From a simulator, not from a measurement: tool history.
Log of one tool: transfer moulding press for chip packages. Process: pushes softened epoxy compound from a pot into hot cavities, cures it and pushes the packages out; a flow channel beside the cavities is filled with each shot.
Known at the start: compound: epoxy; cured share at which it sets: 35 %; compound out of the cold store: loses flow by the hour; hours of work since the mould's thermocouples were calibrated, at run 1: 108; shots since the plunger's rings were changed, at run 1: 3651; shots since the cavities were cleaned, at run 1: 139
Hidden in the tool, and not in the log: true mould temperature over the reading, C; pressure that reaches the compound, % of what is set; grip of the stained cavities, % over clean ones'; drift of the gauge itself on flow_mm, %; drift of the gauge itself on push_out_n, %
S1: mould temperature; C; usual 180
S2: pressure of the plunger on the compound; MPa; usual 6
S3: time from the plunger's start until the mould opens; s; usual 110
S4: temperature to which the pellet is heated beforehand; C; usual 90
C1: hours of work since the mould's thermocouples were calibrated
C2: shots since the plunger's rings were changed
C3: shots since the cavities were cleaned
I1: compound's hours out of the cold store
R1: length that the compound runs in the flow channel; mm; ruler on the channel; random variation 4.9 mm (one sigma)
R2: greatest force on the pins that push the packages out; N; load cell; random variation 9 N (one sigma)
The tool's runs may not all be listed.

{"run": 1, "hour": 0.0, "S1": 180, "S2": 6, "S3": 110, "S4": 90, "C1": 108, "C2": 3651, "C3": 139, "I1": 15.4, "R1": 608, "R2": 399}
{"run": 2, "hour": 5.0, "S1": 180, "S2": 6, "S3": 110, "S4": 90, "C1": 111, "C2": 3704, "C3": 192, "I1": 16.7, "R1": 601, "R2": 405}
{"run": 3, "hour": 13.8, "S1": 180, "S2": 4.92, "S3": 110, "S4": 90, "C1": 117, "C2": 3797, "C3": 285, "I1": 29.5, "R1": 529, "R2": 418}
{"run": 4, "hour": 17.6, "S1": 180, "S2": 5.22, "S3": 110, "S4": 90, "C1": 119, "C2": 3838, "C3": 326, "I1": 33.9, "R1": 539, "R2": 395}
{"run": 5, "hour": 23.3, "S1": 180, "S2": 6, "S3": 110, "S4": 90, "C1": 122, "C2": 3897, "C3": 385, "I1": 32.8, "R1": 585, "R2": 405}
{"run": 6, "hour": 32.0, "S1": 180, "S2": 6, "S3": 110, "S4": 90, "C1": 128, "C2": 3989, "C3": 477, "I1": 26.9, "R1": 591, "R2": 409}
{"run": 7, "hour": 37.9, "S1": 180, "S2": 6, "S3": 110, "S4": 90, "C1": 131, "C2": 4052, "C3": 540, "I1": 12.1, "R1": 603, "R2": 399}
{"hour": 44.5, "done": "cavities cleaned with cleaning compound and waxed"}
{"run": 8, "hour": 47.7, "S1": 180, "S2": 6, "S3": 110, "S4": 99, "C1": 136, "C2": 4140, "C3": 34, "I1": 37, "R1": 566, "R2": 391}
{"run": 9, "hour": 53.3, "S1": 180, "S2": 7.26, "S3": 110, "S4": 99, "C1": 140, "C2": 4199, "C3": 93, "I1": 8.6, "R1": 671, "R2": 402}
{"run": 10, "hour": 61.7, "S1": 180, "S2": 7.26, "S3": 110, "S4": 99, "C1": 145, "C2": 4289, "C3": 183, "I1": 44.9, "R1": 613, "R2": 390}
{"run": 11, "hour": 67.0, "S1": 180, "S2": 7.26, "S3": 110, "S4": 99, "C1": 148, "C2": 4344, "C3": 238, "I1": 21, "R1": 648, "R2": 397}
{"run": 12, "hour": 76.0, "S1": 180, "S2": 7.26, "S3": 110, "S4": 99, "C1": 153, "C2": 4440, "C3": 334, "I1": 47.6, "R1": 610, "R2": 402}
{"run": 13, "hour": 81.9, "S1": 180, "S2": 7.26, "S3": 110, "S4": 99, "C1": 157, "C2": 4502, "C3": 396, "I1": 8.2, "R1": 663, "R2": 425}
{"run": 14, "hour": 88.8, "S1": 180, "S2": 4.67, "S3": 110, "S4": 90, "C1": 161, "C2": 4576, "C3": 470, "I1": 33.2, "R1": 517, "R2": 418}
{"run": 15, "hour": 94.9, "S1": 180, "S2": 6, "S3": 110, "S4": 90, "C1": 165, "C2": 4640, "C3": 534, "I1": 26, "R1": 583, "R2": 396}
{"run": 16, "hour": 98.7, "S1": 180, "S2": 6, "S3": 110, "S4": 90, "C1": 167, "C2": 4680, "C3": 574, "I1": 23.1, "R1": 593, "R2": 407}
{"hour": 102.1, "done": "cavities cleaned with cleaning compound and waxed"}
{"run": 17, "hour": 106.1, "S1": 180, "S2": 6, "S3": 138, "S4": 90, "C1": 171, "C2": 4742, "C3": 42, "I1": 21.8, "R1": 592, "R2": 381}
{"run": 18, "hour": 109.9, "S1": 180, "S2": 6, "S3": 132, "S4": 88, "C1": 173, "C2": 4783, "C3": 83, "I1": 42.7, "R1": 570, "R2": 357}
{"run": 19, "hour": 117.0, "S1": 172, "S2": 6, "S3": 134, "S4": 88, "C1": 177, "C2": 4858, "C3": 158, "I1": 36.9, "R1": 596, "R2": 437}
{"run": 20, "hour": 122.5, "S1": 172, "S2": 6, "S3": 134, "S4": 88, "C1": 180, "C2": 4917, "C3": 217, "I1": 37.5, "R1": 584, "R2": 429}
{"run": 21, "hour": 130.4, "S1": 186, "S2": 5.39, "S3": 132, "S4": 93, "C1": 185, "C2": 5000, "C3": 300, "I1": 24.8, "R1": 543, "R2": 371}
{"run": 22, "hour": 134.6, "S1": 184, "S2": 4.82, "S3": 128, "S4": 84, "C1": 188, "C2": 5045, "C3": 345, "I1": 8.2, "R1": 539, "R2": 371}
{"run": 23, "hour": 142.7, "S1": 180, "S2": 6, "S3": 97, "S4": 83, "C1": 193, "C2": 5130, "C3": 430, "I1": 35, "R1": 569, "R2": 460}
{"run": 24, "hour": 148.4, "S1": 174, "S2": 6, "S3": 110, "S4": 90, "C1": 196, "C2": 5190, "C3": 490, "I1": 29.9, "R1": 597, "R2": 523}
{"run": 25, "hour": 155.9, "S1": 174, "S2": 6, "S3": 110, "S4": 90, "C1": 201, "C2": 5270, "C3": 570, "I1": 34, "R1": 593, "R2": 531}
{"hour": 159.5, "done": "cavities cleaned with cleaning compound and waxed"}
{"run": 26, "hour": 165.2, "S1": 174, "S2": 6, "S3": 110, "S4": 90, "C1": 205, "C2": 5353, "C3": 61, "I1": 25.7, "R1": 604, "R2": 503}
{"run": 27, "hour": 172.2, "S1": 174, "S2": 6, "S3": 110, "S4": 90, "C1": 209, "C2": 5427, "C3": 135, "I1": 16.1, "R1": 617, "R2": 546}
{"run": 28, "hour": 177.2, "S1": 174, "S2": 6, "S3": 110, "S4": 90, "C1": 213, "C2": 5480, "C3": 188, "I1": 10.6, "R1": 625, "R2": 552}
{"run": 29, "hour": 182.3, "S1": 174, "S2": 6, "S3": 110, "S4": 90, "C1": 216, "C2": 5533, "C3": 241, "I1": 31.8, "R1": 599, "R2": 518}
{"run": 30, "hour": 189.1, "S1": 174, "S2": 6.29, "S3": 94, "S4": 90, "C1": 220, "C2": 5606, "C3": 314, "I1": 17.9, "R1": 623, "R2": 760}

How the hidden state differs across the entries between the runs, from the last listed run before each to the first after it:
Between runs 7 and 8: cavities cleaned with cleaning compound and waxed (hour 44.5)
  pressure that reaches the compound, % of what is set: 99.73 -> 99.72; grip of the stained cavities, % over clean ones': 1.3 -> 0.1
Between runs 16 and 17: cavities cleaned with cleaning compound and waxed (hour 102.1)
  pressure that reaches the compound, % of what is set: 99.69 -> 99.68; grip of the stained cavities, % over clean ones': 1.3 -> 0.2
Between runs 25 and 26: cavities cleaned with cleaning compound and waxed (hour 159.5)
  pressure that reaches the compound, % of what is set: 99.65 -> 99.64; grip of the stained cavities, % over clean ones': 1.3 -> 0.2
